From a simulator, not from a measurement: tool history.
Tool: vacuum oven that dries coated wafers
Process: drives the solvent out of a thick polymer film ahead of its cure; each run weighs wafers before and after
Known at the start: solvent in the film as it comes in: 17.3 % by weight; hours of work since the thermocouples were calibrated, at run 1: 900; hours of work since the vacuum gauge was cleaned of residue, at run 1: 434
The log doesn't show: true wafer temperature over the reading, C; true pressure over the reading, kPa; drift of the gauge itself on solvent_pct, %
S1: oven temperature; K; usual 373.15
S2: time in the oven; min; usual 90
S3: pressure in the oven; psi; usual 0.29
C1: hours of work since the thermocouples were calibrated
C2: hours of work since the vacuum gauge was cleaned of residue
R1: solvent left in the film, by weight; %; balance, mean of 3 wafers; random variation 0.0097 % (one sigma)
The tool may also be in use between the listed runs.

run   hour      S1   S2     S3    C1   C2     R1
  1      0  373.15   90   0.29   900  434  1.092
  2   27.8  373.15   90   0.29   917  450  1.077
  3   41.7  373.15   90   0.29   925  458  1.086
  4   56.8  373.15   90   0.29   934  467  1.051
  5   81.6  373.15   90   0.29   948  482  1.071
  6  104.4  373.15   97   0.29   962  495  0.942
  7    120  373.15   97   0.29   971  504  0.941
  8    132  373.15   97   0.29   978  511  0.955
  9  148.5  373.15   71   0.29   987  521  1.618
 10  165.9  373.15   90  0.222   998  531  0.955
 11    178  373.15   90  0.222  1005  538  0.945
 12  192.9  373.15   90   0.29  1014  547  1.064
 13    215  373.15   90  0.732  1027  560  1.768
 14  239.2  373.15   90  0.396  1041  574  1.222
 15  255.2  363.15   90   0.29  1050  584  2.819
 16  267.3  373.15   90   0.29  1057  591   1.06
 17  282.2  367.15   90   0.29  1066  600  1.957
       285  -- vacuum gauge cleaned of residue and calibrated
 18    305  367.15   90   0.29  1079   12  1.942
 19  319.3  366.15   90   0.29  1087   20   2.15
 20  340.3  373.15   90  0.901  1099   33  2.058
 21  360.6  373.15   90  0.901  1111   44  2.036
 22  380.5  373.15   90  0.924  1123   56  2.085
 23  401.2  386.15   75  0.384  1135   68  0.521
 24  414.8  386.15   75  0.384  1143   76  0.519
 25  433.2  373.15  106   0.29  1154   87   0.83
     454.7  -- vacuum gauge cleaned of residue and calibrated, once more
 26  458.4  373.15   71  0.898  1168    2  2.435
 27  475.2  359.15  119  0.785  1178   12  3.792
 28  495.4  373.15   90  0.463  1190   24  1.261
 29  521.7  373.15   49  0.519  1205   39  3.069
 30  545.4  373.15   53  0.699  1219   53  3.036

Run 31 comes next. What will it give?
 31  559.8  373.15  53  0.699  1228  62   ?

Run 31 gave R1 3.038 %.
Without the tool's hidden state the same run would have given R1 3.585 %.
